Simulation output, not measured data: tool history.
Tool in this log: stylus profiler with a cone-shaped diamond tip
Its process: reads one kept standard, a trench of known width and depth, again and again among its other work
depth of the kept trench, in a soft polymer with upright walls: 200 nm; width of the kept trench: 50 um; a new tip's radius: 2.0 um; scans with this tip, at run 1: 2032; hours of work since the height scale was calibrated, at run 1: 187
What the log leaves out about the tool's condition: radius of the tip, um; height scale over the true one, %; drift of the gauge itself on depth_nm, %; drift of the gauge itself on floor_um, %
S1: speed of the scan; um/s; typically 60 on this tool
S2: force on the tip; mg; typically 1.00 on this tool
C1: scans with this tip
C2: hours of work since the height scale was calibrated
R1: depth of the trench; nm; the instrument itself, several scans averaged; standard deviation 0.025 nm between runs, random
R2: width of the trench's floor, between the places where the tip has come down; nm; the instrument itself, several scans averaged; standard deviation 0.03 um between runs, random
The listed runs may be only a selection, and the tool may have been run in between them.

Run 1, hour 0.0: usual settings; C1 2032; C2 187. Result: R1 201.09 nm, R2 47660 nm.
Run 2, hour 71.6: usual settings; C1 2478; C2 228. Result: R1 201.11 nm, R2 47560 nm.
Run 3, hour 154.3: usual settings; C1 2993; C2 275. Result: R1 201.10 nm, R2 47550 nm.
Run 4, hour 247.2: usual settings but S1 27 um/s; C1 3571; C2 328. Result: R1 201.12 nm, R2 47640 nm.
Run 5, hour 287.6: usual settings but S1 27 um/s; C1 3823; C2 351. Result: R1 201.02 nm, R2 47650 nm.
Run 6, hour 338.2: usual settings but S1 27 um/s; C1 4138; C2 380. Result: R1 201.04 nm, R2 47640 nm.
Run 7, hour 394.4: usual settings but S1 27 um/s; C1 4488; C2 412. Result: R1 200.99 nm, R2 47600 nm.
Run 8, hour 484.4: usual settings but S1 198 um/s; C1 5048; C2 464. Result: R1 201.03 nm, R2 46410 nm.
Run 9, hour 557.4: usual settings but S1 198 um/s; C1 5502; C2 506. Result: R1 201.02 nm, R2 46480 nm.
Run 10, hour 626.8: usual settings but S1 198 um/s; C1 5934; C2 545. Result: R1 201.00 nm, R2 46380 nm.
At hour 632.8: height scale calibrated on a step standard.
Run 11, hour 677.2: usual settings but S1 198 um/s; C1 6245; C2 25. Result: R1 200.79 nm, R2 46330 nm.
Run 12, hour 767.4: usual settings but S1 101 um/s, S2 0.46 mg; C1 6807; C2 77. Result: R1 200.34 nm, R2 46590 nm.
Run 13, hour 843.8: usual settings but S1 101 um/s, S2 0.46 mg; C1 7282; C2 121. Result: R1 200.34 nm, R2 46580 nm.
Run 14, hour 898.8: usual settings but S1 101 um/s, S2 0.46 mg; C1 7625; C2 152. Result: R1 200.34 nm, R2 46500 nm.
Run 15, hour 965.5: usual settings but S1 19 um/s, S2 2.06 mg; C1 8040; C2 190. Result: R1 201.55 nm, R2 47320 nm.
Run 16, hour 1008.6: usual settings but S1 66 um/s, S2 0.43 mg; C1 8308; C2 215. Result: R1 200.30 nm, R2 46780 nm.
Run 17, hour 1073.0: usual settings but S1 59 um/s, S2 0.98 mg; C1 8709; C2 252. Result: R1 200.79 nm, R2 46950 nm.
At hour 1138.8: height scale calibrated on a step standard, once more.
Run 18, hour 1143.6: usual settings but S1 23 um/s, S2 0.84 mg; C1 9146; C2 3. Result: R1 201.04 nm, R2 47210 nm.
Run 19, hour 1235.8: usual settings but S1 96 um/s, S2 2.25 mg; C1 9720; C2 56. Result: R1 202.05 nm, R2 46890 nm.
Run 20, hour 1311.5: usual settings but S1 96 um/s, S2 2.25 mg; C1 10191; C2 99. Result: R1 202.05 nm, R2 46900 nm.

Some steps in R1, run to run, broken into two amounts with sign: the step expected even without the hidden condition (settings, incoming material, random variation), and the rest, left for the hidden condition together with whatever gauge scatter is not in both the measured and the hidden-condition-free result:
Run 10 -> 11: height scale calibrated on a step standard. R1 -0.21 nm: hidden state -0.15, all else -0.06.
Run 14 -> 15: S1 101 -> 19, S2 0.46 -> 2.06. R1 +1.21 nm: hidden state -0.02, all else +1.23.
Run 15 -> 16: S1 19 -> 66, S2 2.06 -> 0.43. R1 -1.25 nm: hidden state +0.00, all else -1.25.
Run 17 -> 18: S1 59 -> 23, S2 0.98 -> 0.84, height scale calibrated on a step standard, once more. R1 +0.25 nm: hidden state +0.37, all else -0.12.
